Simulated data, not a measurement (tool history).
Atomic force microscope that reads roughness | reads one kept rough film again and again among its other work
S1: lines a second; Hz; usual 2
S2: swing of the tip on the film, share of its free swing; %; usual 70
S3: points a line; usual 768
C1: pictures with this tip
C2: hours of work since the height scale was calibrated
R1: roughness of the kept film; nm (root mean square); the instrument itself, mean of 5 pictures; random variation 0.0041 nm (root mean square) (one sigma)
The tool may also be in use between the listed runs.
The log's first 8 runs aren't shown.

run	hour	S1	S2	S3	C1	C2	R1
9	318.5	2	70	768	231	537	0.695
# hour 349.7: new tip fitted
10	368	2	62	768	30	564	0.72
11	409.7	2	62	768	96	586	0.724
12	459.8	2	62	768	177	613	0.729
13	484.4	2	81	768	216	627	0.658
# hour 521.5: new tip fitted
14	534.8	2	81	768	21	654	0.661
15	575.3	1.87	70	768	86	676	0.707
16	631.9	1.87	70	768	176	706	0.699
17	679.8	1.87	70	768	253	732	0.709
# hour 695.1: new tip fitted
18	710.8	1.87	70	768	25	749	0.71
19	747.5	1.87	70	287	84	768	0.694
20	799	0.76	70	639	166	796	0.74
21	858.2	2	70	335	261	828	0.695
# hour 870: new tip fitted
22	907.1	0.81	70	512	60	854	0.737
23	961.7	0.81	80	446	147	884	0.723

Forecast run 24:
24	1009.6	2.16	60	315	224	910	?

R1: 0.722 nm (root mean square)
Without the tool's hidden state the same run would have given R1 0.724 nm (root mean square).
